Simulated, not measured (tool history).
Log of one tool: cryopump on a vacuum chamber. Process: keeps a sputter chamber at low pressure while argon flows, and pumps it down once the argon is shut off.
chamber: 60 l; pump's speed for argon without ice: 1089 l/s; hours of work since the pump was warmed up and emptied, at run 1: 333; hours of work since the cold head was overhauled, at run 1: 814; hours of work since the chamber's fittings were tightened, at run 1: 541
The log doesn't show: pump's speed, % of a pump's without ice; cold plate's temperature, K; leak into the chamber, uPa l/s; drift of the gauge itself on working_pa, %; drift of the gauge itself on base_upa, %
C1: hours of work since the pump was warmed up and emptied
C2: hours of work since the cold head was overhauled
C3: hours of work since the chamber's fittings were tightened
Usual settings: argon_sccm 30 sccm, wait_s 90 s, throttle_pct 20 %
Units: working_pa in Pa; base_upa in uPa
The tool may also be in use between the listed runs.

run 1 hour=0.0 | argon_sccm=30 wait_s=90 throttle_pct=20 | C1=333 C2=814 C3=541 | working_pa=0.2468 base_upa=1.88
run 2 hour=28.9 | argon_sccm=30 wait_s=90 throttle_pct=20 | C1=355 C2=836 C3=563 | working_pa=0.2463 base_upa=1.97
run 3 hour=85.3 | argon_sccm=30 wait_s=90 throttle_pct=15 | C1=398 C2=879 C3=606 | working_pa=0.3263 base_upa=2.10
-- hour=118.4 pump warmed up, emptied and cooled again
run 4 hour=136.7 | argon_sccm=30 wait_s=90 throttle_pct=15 | C1=14 C2=914 C3=641 | working_pa=0.3095 base_upa=1.80
run 5 hour=176.9 | argon_sccm=30 wait_s=90 throttle_pct=15 | C1=44 C2=945 C3=672 | working_pa=0.3128 base_upa=1.89
run 6 hour=216.5 | argon_sccm=30 wait_s=90 throttle_pct=15 | C1=75 C2=975 C3=702 | working_pa=0.3120 base_upa=1.93
run 7 hour=272.9 | argon_sccm=30 wait_s=68 throttle_pct=20 | C1=117 C2=1018 C3=745 | working_pa=0.2374 base_upa=2.22
run 8 hour=313.3 | argon_sccm=30 wait_s=90 throttle_pct=20 | C1=148 C2=1049 C3=775 | working_pa=0.2403 base_upa=2.12
run 9 hour=361.8 | argon_sccm=30 wait_s=90 throttle_pct=20 | C1=185 C2=1086 C3=812 | working_pa=0.2407 base_upa=2.15
run 10 hour=396.0 | argon_sccm=30 wait_s=90 throttle_pct=20 | C1=211 C2=1112 C3=838 | working_pa=0.2398 base_upa=2.32
run 11 hour=424.3 | argon_sccm=38 wait_s=90 throttle_pct=20 | C1=232 C2=1133 C3=860 | working_pa=0.3065 base_upa=2.39
run 12 hour=461.0 | argon_sccm=57 wait_s=90 throttle_pct=20 | C1=260 C2=1161 C3=888 | working_pa=0.4568 base_upa=2.38
run 13 hour=517.0 | argon_sccm=30 wait_s=288 throttle_pct=20 | C1=303 C2=1203 C3=930 | working_pa=0.2450 base_upa=1.95
run 14 hour=565.2 | argon_sccm=30 wait_s=288 throttle_pct=20 | C1=340 C2=1240 C3=967 | working_pa=0.2440 base_upa=2.17
run 15 hour=606.6 | argon_sccm=53 wait_s=40 throttle_pct=20 | C1=371 C2=1272 C3=998 | working_pa=0.4353 base_upa=3.57
run 16 hour=659.9 | argon_sccm=53 wait_s=40 throttle_pct=20 | C1=411 C2=1312 C3=1039 | working_pa=0.4381 base_upa=3.74
-- hour=673.1 pump warmed up, emptied and cooled again
run 17 hour=709.1 | argon_sccm=53 wait_s=40 throttle_pct=20 | C1=27 C2=1346 C3=1072 | working_pa=0.4150 base_upa=3.27
run 18 hour=758.8 | argon_sccm=42 wait_s=90 throttle_pct=20 | C1=65 C2=1383 C3=1110 | working_pa=0.3298 base_upa=2.47
run 19 hour=786.7 | argon_sccm=58 wait_s=90 throttle_pct=29 | C1=86 C2=1405 C3=1131 | working_pa=0.3174 base_upa=2.56
run 20 hour=814.0 | argon_sccm=58 wait_s=90 throttle_pct=29 | C1=107 C2=1425 C3=1152 | working_pa=0.3205 base_upa=2.55
run 21 hour=857.5 | argon_sccm=30 wait_s=90 throttle_pct=36 | C1=140 C2=1458 C3=1185 | working_pa=0.1335 base_upa=2.73
run 22 hour=895.0 | argon_sccm=40 wait_s=24 throttle_pct=36 | C1=169 C2=1487 C3=1214 | working_pa=0.1806 base_upa=4.82
run 23 hour=941.4 | argon_sccm=26 wait_s=24 throttle_pct=19 | C1=204 C2=1522 C3=1249 | working_pa=0.2181 base_upa=4.83
run 24 hour=999.5 | argon_sccm=30 wait_s=24 throttle_pct=20 | C1=248 C2=1566 C3=1293 | working_pa=0.2426 base_upa=4.96

4 ways to go on from here, each from the tool as it stands after run 24. What would each give?
run A hour=1058.8 | argon_sccm=30 wait_s=76 throttle_pct=17 | C1=293 C2=1611 C3=1338 | working_pa=? base_upa=?
run B hour=1058.8 | argon_sccm=30 wait_s=106 throttle_pct=35 | C1=293 C2=1611 C3=1338 | working_pa=? base_upa=?
run C hour=1058.8 | argon_sccm=30 wait_s=50 throttle_pct=43 | C1=293 C2=1611 C3=1338 | working_pa=? base_upa=?
run D hour=1058.8 | argon_sccm=26 wait_s=147 throttle_pct=20 | C1=293 C2=1611 C3=1338 | working_pa=? base_upa=?

run=A working_pa=0.2856 base_upa=3.10
run=B working_pa=0.1428 base_upa=2.87
run=C working_pa=0.1181 base_upa=3.73
run=D working_pa=0.2096 base_upa=2.81
Without the tool's hidden state the same runs would have given:
run=A working_pa=0.2752 base_upa=1.06
run=B working_pa=0.1325 base_upa=0.84
run=C working_pa=0.1078 base_upa=1.59
run=D working_pa=0.2007 base_upa=0.71

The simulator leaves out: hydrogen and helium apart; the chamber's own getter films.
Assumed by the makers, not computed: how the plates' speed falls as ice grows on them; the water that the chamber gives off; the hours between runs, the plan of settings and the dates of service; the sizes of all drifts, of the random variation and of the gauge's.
